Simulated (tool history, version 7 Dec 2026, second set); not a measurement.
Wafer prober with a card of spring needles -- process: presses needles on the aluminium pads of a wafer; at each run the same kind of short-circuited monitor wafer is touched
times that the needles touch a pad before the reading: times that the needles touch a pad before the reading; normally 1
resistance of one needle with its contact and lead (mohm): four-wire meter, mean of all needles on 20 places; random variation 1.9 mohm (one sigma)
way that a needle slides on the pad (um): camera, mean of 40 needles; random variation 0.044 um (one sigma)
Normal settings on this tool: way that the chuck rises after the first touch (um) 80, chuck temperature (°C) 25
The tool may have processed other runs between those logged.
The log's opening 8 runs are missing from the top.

run	hour	way that the chuck rises after the first touch (um)	chuck temperature (°C)	times that the needles touch a pad before the reading	touches since the tips were cleaned	cleanings since the card got new needles	touches since the first contact's height was set	resistance of one needle with its contact and lead (mohm)	way that a needle slides on the pad (um)
# hour 155: tips cleaned on abrasive film
9	156.1	80	53	1	430	70	72450	212	16.14
10	170.4	73	25	1	5701	70	77721	206	14.82
# hour 172.5: tips cleaned on abrasive film
# hour 189.9: tips cleaned on abrasive film
11	192.7	80	92	1	1004	72	85851	222	16.09
# hour 206.4: tips cleaned on abrasive film
12	215.1	80	25	1	3222	73	94102	209	16.09
# hour 223.3: tips cleaned on abrasive film
# hour 223.6: height of the first contact set anew
13	232.9	80	25	1	3444	74	3444	208	16.1
# hour 240.1: tips cleaned on abrasive film
# hour 258.2: tips cleaned on abrasive film
14	259.6	80	25	1	501	76	13212	205	16.11
# hour 276.1: tips cleaned on abrasive film
15	289	80	25	1	4759	77	24016	204	16.18
# hour 291.9: tips cleaned on abrasive film
# hour 308.7: tips cleaned on abrasive film
16	313.2	80	25	1	1674	79	32894	207	16.03
# hour 325.7: tips cleaned on abrasive film
17	326.9	80	25	1	441	80	37916	207	16.01
# hour 342.4: tips cleaned on abrasive film
18	357.7	62	116	2	5644	81	49234	231	12.45
# hour 359.4: tips cleaned on abrasive film
# hour 376.9: tips cleaned on abrasive film
19	384.1	66	48	3	2659	83	58898	214	13.28
# hour 393.4: tips cleaned on abrasive film
# hour 410.8: tips cleaned on abrasive film
20	411.8	66	51	2	374	85	69036	215	13.2
# hour 429.2: tips cleaned on abrasive film
21	432.2	80	55	1	1128	86	76539	216	16.06
# hour 447.2: tips cleaned on abrasive film
22	451.7	83	25	1	1674	87	83700	207	16.65
# hour 464.4: tips cleaned on abrasive film
23	475.4	83	25	1	4057	88	92393	202	16.6
# hour 480.4: tips cleaned on abrasive film
# hour 487.6: height of the first contact set anew
# hour 497.2: tips cleaned on abrasive film
24	497.2	63	71	3	0	90	3495	217	12.68
# hour 514.4: tips cleaned on abrasive film
25	518.5	63	71	3	1515	91	11320	219	12.65
# hour 530.5: tips cleaned on abrasive film
26	541.4	63	71	3	4009	92	19721	217	12.58
# hour 548.2: tips cleaned on abrasive film
# hour 564.9: tips cleaned on abrasive film
27	565.5	96	31	2	211	94	28564	208	19.15
# hour 581.4: tips cleaned on abrasive film
28	583.1	96	31	2	627	95	35018	204	19.07
# hour 597.8: tips cleaned on abrasive film
29	612.8	97	51	1	5534	96	45920	210	19.31

Run 30 comes next. What will it give?
# hour 615: tips cleaned on abrasive film
# hour 632.5: tips cleaned on abrasive film
30	640.1	79	125	1	2804	98	55935	?	?

resistance of one needle with its contact and lead (mohm): 226
way that a needle slides on the pad (um): 15.75
If the tool had no hidden condition, the same run with the same run-to-run variation would have returned resistance of one needle with its contact and lead (mohm) 225, way that a needle slides on the pad (um) 16.1.
